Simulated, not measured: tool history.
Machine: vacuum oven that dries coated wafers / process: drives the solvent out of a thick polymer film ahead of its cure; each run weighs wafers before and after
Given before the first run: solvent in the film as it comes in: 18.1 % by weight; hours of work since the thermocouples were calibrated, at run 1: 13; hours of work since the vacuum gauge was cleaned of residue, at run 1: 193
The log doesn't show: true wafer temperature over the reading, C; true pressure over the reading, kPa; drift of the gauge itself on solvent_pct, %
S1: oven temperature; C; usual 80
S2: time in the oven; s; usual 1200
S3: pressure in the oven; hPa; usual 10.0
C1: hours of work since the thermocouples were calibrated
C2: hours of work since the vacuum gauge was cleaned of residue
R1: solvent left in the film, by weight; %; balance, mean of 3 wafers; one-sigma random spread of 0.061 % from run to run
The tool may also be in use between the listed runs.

{"run": 1, "hour": 0.0, "S1": 80, "S2": 1200, "S3": 10.0, "C1": 13, "C2": 193, "R1": 3.65}
{"run": 2, "hour": 16.6, "S1": 80, "S2": 1200, "S3": 34.8, "C1": 22, "C2": 202, "R1": 4.51}
{"run": 3, "hour": 32.8, "S1": 80, "S2": 1200, "S3": 34.8, "C1": 31, "C2": 211, "R1": 4.66}
{"run": 4, "hour": 44.1, "S1": 80, "S2": 660, "S3": 10.0, "C1": 37, "C2": 217, "R1": 6.7}
{"run": 5, "hour": 65.5, "S1": 80, "S2": 660, "S3": 10.0, "C1": 49, "C2": 229, "R1": 6.8}
{"run": 6, "hour": 79.0, "S1": 80, "S2": 1200, "S3": 10.0, "C1": 57, "C2": 236, "R1": 3.68}
{"run": 7, "hour": 89.2, "S1": 80, "S2": 1200, "S3": 10.0, "C1": 62, "C2": 242, "R1": 3.63}
{"run": 8, "hour": 110.4, "S1": 80, "S2": 1200, "S3": 10.0, "C1": 74, "C2": 253, "R1": 3.64}
{"run": 9, "hour": 125.6, "S1": 94, "S2": 1200, "S3": 10.0, "C1": 82, "C2": 262, "R1": 1.3}
{"run": 10, "hour": 139.5, "S1": 80, "S2": 1200, "S3": 10.0, "C1": 90, "C2": 269, "R1": 3.59}
{"run": 11, "hour": 154.3, "S1": 80, "S2": 1200, "S3": 10.0, "C1": 98, "C2": 277, "R1": 3.68}
{"run": 12, "hour": 164.5, "S1": 80, "S2": 1200, "S3": 10.0, "C1": 103, "C2": 283, "R1": 3.66}
{"run": 13, "hour": 184.7, "S1": 80, "S2": 780, "S3": 10.0, "C1": 114, "C2": 294, "R1": 5.86}
{"run": 14, "hour": 199.3, "S1": 76, "S2": 780, "S3": 10.0, "C1": 122, "C2": 302, "R1": 6.74}
{"run": 15, "hour": 219.4, "S1": 86, "S2": 1200, "S3": 10.0, "C1": 133, "C2": 313, "R1": 2.45}
{"run": 16, "hour": 237.9, "S1": 87, "S2": 1200, "S3": 10.0, "C1": 143, "C2": 323, "R1": 2.17}
{"run": 17, "hour": 255.1, "S1": 87, "S2": 1200, "S3": 10.0, "C1": 153, "C2": 332, "R1": 2.26}
{"run": 18, "hour": 273.9, "S1": 87, "S2": 1200, "S3": 10.0, "C1": 163, "C2": 343, "R1": 2.34}
{"run": 19, "hour": 284.9, "S1": 81, "S2": 1200, "S3": 10.0, "C1": 169, "C2": 349, "R1": 3.45}
{"run": 20, "hour": 301.6, "S1": 81, "S2": 840, "S3": 10.0, "C1": 178, "C2": 358, "R1": 5.14}
{"run": 21, "hour": 319.6, "S1": 72, "S2": 900, "S3": 10.0, "C1": 188, "C2": 368, "R1": 7.0}
{"run": 22, "hour": 340.0, "S1": 86, "S2": 1680, "S3": 10.3, "C1": 199, "C2": 379, "R1": 1.38}
{"run": 23, "hour": 350.5, "S1": 86, "S2": 1680, "S3": 10.3, "C1": 205, "C2": 385, "R1": 1.38}
{"run": 24, "hour": 370.3, "S1": 68, "S2": 660, "S3": 10.3, "C1": 216, "C2": 395, "R1": 9.5}
{"run": 25, "hour": 380.5, "S1": 80, "S2": 1860, "S3": 35.0, "C1": 221, "C2": 401, "R1": 2.91}
{"run": 26, "hour": 398.0, "S1": 80, "S2": 1860, "S3": 35.0, "C1": 231, "C2": 411, "R1": 2.91}
{"run": 27, "hour": 414.3, "S1": 80, "S2": 1200, "S3": 9.1, "C1": 240, "C2": 420, "R1": 3.66}
{"run": 28, "hour": 434.4, "S1": 82, "S2": 1020, "S3": 7.1, "C1": 251, "C2": 431, "R1": 4.04}
{"run": 29, "hour": 448.4, "S1": 79, "S2": 1200, "S3": 11.8, "C1": 259, "C2": 438, "R1": 3.89}
{"run": 30, "hour": 461.9, "S1": 77, "S2": 600, "S3": 28.3, "C1": 266, "C2": 446, "R1": 8.25}
{"run": 31, "hour": 483.3, "S1": 71, "S2": 1200, "S3": 15.6, "C1": 278, "C2": 457, "R1": 6.14}
{"run": 32, "hour": 503.2, "S1": 71, "S2": 1200, "S3": 15.6, "C1": 289, "C2": 468, "R1": 6.11}
{"run": 33, "hour": 522.2, "S1": 80, "S2": 1500, "S3": 34.7, "C1": 299, "C2": 479, "R1": 3.66}
{"run": 34, "hour": 539.5, "S1": 84, "S2": 660, "S3": 34.7, "C1": 308, "C2": 488, "R1": 6.47}

3 ways to go on from here, each from the tool as it stands after run 34. What would each give?
{"run": "A", "hour": 550.6, "S1": 89, "S2": 660, "S3": 39.4, "C1": 314, "C2": 494, "R1": "?"}
{"run": "B", "hour": 550.6, "S1": 80, "S2": 1620, "S3": 15.3, "C1": 314, "C2": 494, "R1": "?"}
{"run": "C", "hour": 550.6, "S1": 94, "S2": 1200, "S3": 10.0, "C1": 314, "C2": 494, "R1": "?"}

run=A R1=5.52
run=B R1=2.72
run=C R1=1.36
The same runs, with their run-to-run variation unchanged, on a tool lacking any hidden condition would have given:
run=A R1=5.29
run=B R1=2.50
run=C R1=1.22

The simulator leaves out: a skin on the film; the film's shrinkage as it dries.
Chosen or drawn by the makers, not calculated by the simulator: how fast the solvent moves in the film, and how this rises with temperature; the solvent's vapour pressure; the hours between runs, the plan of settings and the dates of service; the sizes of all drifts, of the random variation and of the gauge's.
